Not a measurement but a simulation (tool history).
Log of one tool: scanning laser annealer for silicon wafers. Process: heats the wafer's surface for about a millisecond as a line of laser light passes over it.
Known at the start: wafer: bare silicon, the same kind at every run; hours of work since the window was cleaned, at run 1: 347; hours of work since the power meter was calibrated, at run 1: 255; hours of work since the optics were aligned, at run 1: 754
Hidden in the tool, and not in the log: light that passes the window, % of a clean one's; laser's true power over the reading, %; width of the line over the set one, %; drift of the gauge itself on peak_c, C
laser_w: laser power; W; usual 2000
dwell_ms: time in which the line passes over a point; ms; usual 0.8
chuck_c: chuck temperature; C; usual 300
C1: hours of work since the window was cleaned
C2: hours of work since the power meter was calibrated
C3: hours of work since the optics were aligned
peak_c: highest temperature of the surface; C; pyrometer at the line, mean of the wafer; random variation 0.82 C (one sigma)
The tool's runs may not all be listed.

run 1 day=0 | laser_w=2000 dwell_ms=0.8 chuck_c=300 | C1=347 C2=255 C3=754 | peak_c=1037.6
run 2 day=0.596 | laser_w=1700 dwell_ms=0.8 chuck_c=300 | C1=356 C2=263 C3=762 | peak_c=916.3
run 3 day=1.029 | laser_w=1700 dwell_ms=0.8 chuck_c=300 | C1=362 C2=269 C3=768 | peak_c=918.4
run 4 day=1.467 | laser_w=1700 dwell_ms=0.8 chuck_c=300 | C1=368 C2=275 C3=774 | peak_c=917.1
run 5 day=2.067 | laser_w=1700 dwell_ms=0.8 chuck_c=300 | C1=376 C2=284 C3=783 | peak_c=918.2
run 6 day=2.588 | laser_w=1700 dwell_ms=0.8 chuck_c=261 | C1=384 C2=291 C3=790 | peak_c=877.5
run 7 day=2.879 | laser_w=1700 dwell_ms=0.8 chuck_c=261 | C1=388 C2=295 C3=794 | peak_c=877.9
run 8 day=3.275 | laser_w=1700 dwell_ms=0.8 chuck_c=261 | C1=393 C2=301 C3=800 | peak_c=878.4
run 9 day=3.646 | laser_w=1700 dwell_ms=0.8 chuck_c=261 | C1=398 C2=306 C3=805 | peak_c=878.8
run 10 day=4.062 | laser_w=1700 dwell_ms=0.8 chuck_c=261 | C1=404 C2=312 C3=811 | peak_c=877.4
run 11 day=4.462 | laser_w=1700 dwell_ms=0.8 chuck_c=261 | C1=410 C2=317 C3=816 | peak_c=877.9
run 12 day=4.746 | laser_w=2000 dwell_ms=0.8 chuck_c=287 | C1=414 C2=321 C3=820 | peak_c=1022.7
run 13 day=5 | laser_w=2000 dwell_ms=0.8 chuck_c=287 | C1=417 C2=325 C3=824 | peak_c=1024.2
run 14 day=5.608 | laser_w=2000 dwell_ms=0.8 chuck_c=287 | C1=426 C2=333 C3=832 | peak_c=1024
run 15 day=5.996 | laser_w=2000 dwell_ms=0.8 chuck_c=300 | C1=431 C2=339 C3=838 | peak_c=1035.7
-- day=6.108 window over the wafer cleaned
run 16 day=6.5 | laser_w=2000 dwell_ms=0.8 chuck_c=300 | C1=5 C2=345 C3=844 | peak_c=1030.1
run 17 day=6.762 | laser_w=2000 dwell_ms=0.8 chuck_c=300 | C1=9 C2=348 C3=847 | peak_c=1030.4
run 18 day=7.192 | laser_w=2000 dwell_ms=0.8 chuck_c=300 | C1=15 C2=354 C3=853 | peak_c=1030.3
run 19 day=7.496 | laser_w=2000 dwell_ms=0.567 chuck_c=300 | C1=19 C2=358 C3=858 | peak_c=909.3
run 20 day=8.033 | laser_w=1785 dwell_ms=0.8 chuck_c=300 | C1=27 C2=366 C3=865 | peak_c=945.1
run 21 day=8.3 | laser_w=2042 dwell_ms=0.771 chuck_c=332 | C1=31 C2=370 C3=869 | peak_c=1064.5
-- day=8.754 window over the wafer cleaned, once more
run 22 day=8.833 | laser_w=1843 dwell_ms=0.8 chuck_c=330 | C1=1 C2=376 C3=875 | peak_c=1009.7
run 23 day=9.275 | laser_w=2021 dwell_ms=0.8 chuck_c=333 | C1=7 C2=382 C3=881 | peak_c=1086.9
run 24 day=9.742 | laser_w=2021 dwell_ms=0.8 chuck_c=333 | C1=14 C2=389 C3=888 | peak_c=1086.4
run 25 day=10.012 | laser_w=1988 dwell_ms=0.981 chuck_c=293 | C1=18 C2=392 C3=892 | peak_c=1116.9
run 26 day=10.508 | laser_w=1767 dwell_ms=0.751 chuck_c=297 | C1=25 C2=399 C3=899 | peak_c=925.4
run 27 day=10.942 | laser_w=2038 dwell_ms=0.985 chuck_c=286 | C1=31 C2=406 C3=905 | peak_c=1133.8
run 28 day=11.417 | laser_w=2084 dwell_ms=0.947 chuck_c=300 | C1=37 C2=412 C3=911 | peak_c=1151.1
run 29 day=11.692 | laser_w=2000 dwell_ms=0.962 chuck_c=326 | C1=41 C2=416 C3=915 | peak_c=1146.7
run 30 day=12.004 | laser_w=2000 dwell_ms=0.962 chuck_c=326 | C1=45 C2=420 C3=919 | peak_c=1144.7
run 31 day=12.475 | laser_w=2000 dwell_ms=0.962 chuck_c=326 | C1=52 C2=427 C3=926 | peak_c=1146.7
run 32 day=12.746 | laser_w=1833 dwell_ms=0.8 chuck_c=300 | C1=56 C2=431 C3=930 | peak_c=976.3
run 33 day=13.158 | laser_w=1988 dwell_ms=0.86 chuck_c=329 | C1=62 C2=437 C3=936 | peak_c=1095.9
run 34 day=13.5 | laser_w=2154 dwell_ms=0.991 chuck_c=317 | C1=66 C2=441 C3=940 | peak_c=1218.1
run 35 day=14.1 | laser_w=1762 dwell_ms=0.802 chuck_c=315 | C1=75 C2=450 C3=949 | peak_c=963
run 36 day=14.421 | laser_w=1762 dwell_ms=0.802 chuck_c=315 | C1=79 C2=454 C3=953 | peak_c=961.7
run 37 day=14.992 | laser_w=1745 dwell_ms=0.924 chuck_c=268 | C1=87 C2=462 C3=961 | peak_c=957.1
run 38 day=15.279 | laser_w=1745 dwell_ms=0.924 chuck_c=268 | C1=91 C2=466 C3=965 | peak_c=957.9
run 39 day=15.612 | laser_w=1890 dwell_ms=0.606 chuck_c=328 | C1=96 C2=471 C3=970 | peak_c=931.3
run 40 day=16.192 | laser_w=1890 dwell_ms=0.606 chuck_c=328 | C1=104 C2=479 C3=978 | peak_c=931.3

Some steps in peak_c between neighbouring runs. How much of each would the tool show without its hidden state too (settings, what came in, random variation), and how much is left for the hidden state, with any gauge scatter that isn't in both results?
Run 15 -> 16: window over the wafer cleaned. peak_c -5.6 C: hidden state -5.4, all else -0.2.
Run 18 -> 19: dwell_ms 0.8 -> 0.567. peak_c -121 C: hidden state +3.6, all else -124.6.
Run 21 -> 22: laser_w 2042 -> 1843, dwell_ms 0.771 -> 0.8, chuck_c 332 -> 330, window over the wafer cleaned, once more. peak_c -54.8 C: hidden state +15.7, all else -70.5.
Run 25 -> 26: laser_w 1988 -> 1767, dwell_ms 0.981 -> 0.751, chuck_c 293 -> 297. peak_c -191.5 C: hidden state +2, all else -193.5.
Run 26 -> 27: laser_w 1767 -> 2038, dwell_ms 0.751 -> 0.985, chuck_c 297 -> 286. peak_c +208.4 C: hidden state -2.6, all else +211.
Run 34 -> 35: laser_w 2154 -> 1762, dwell_ms 0.991 -> 0.802, chuck_c 317 -> 315. peak_c -255.1 C: hidden state +3, all else -258.1.
